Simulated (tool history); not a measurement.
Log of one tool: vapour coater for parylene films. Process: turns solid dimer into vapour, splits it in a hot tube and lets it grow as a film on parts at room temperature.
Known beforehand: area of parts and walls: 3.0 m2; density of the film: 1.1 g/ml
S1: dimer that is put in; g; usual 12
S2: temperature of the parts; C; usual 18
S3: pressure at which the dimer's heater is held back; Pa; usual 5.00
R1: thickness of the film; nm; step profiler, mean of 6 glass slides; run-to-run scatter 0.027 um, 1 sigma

run 1 hour=0.0 | S1=12 S2=18 S3=5.00 | R1=2130
run 2 hour=12.8 | S1=12 S2=18 S3=5.00 | R1=2110
run 3 hour=32.4 | S1=12 S2=18 S3=5.00 | R1=2100
run 4 hour=56.5 | S1=12 S2=18 S3=5.00 | R1=2100
run 5 hour=67.9 | S1=12 S2=18 S3=5.00 | R1=2090
run 6 hour=82.1 | S1=12 S2=18 S3=5.00 | R1=2060
run 7 hour=99.6 | S1=12 S2=18 S3=5.00 | R1=2070
run 8 hour=123.4 | S1=12 S2=18 S3=5.80 | R1=2050
run 9 hour=145.9 | S1=11 S2=19 S3=8.81 | R1=1920
run 10 hour=168.2 | S1=12 S2=13 S3=5.63 | R1=2680
run 11 hour=182.1 | S1=12 S2=13 S3=5.63 | R1=2590

Not shown here: 1 entry made in the log between runs. Locate each between two listed runs and compare the hidden state at the listed run before it with the hidden state at the listed run after it:
Logged between run 8 and run 9: trap's valve overhauled (hour 128.7)
  vapour lost through the trap's worn valve, %: 9.2 -> 0.7
  measured result minus the result with no hidden state, R1: -220 -> -30 nm
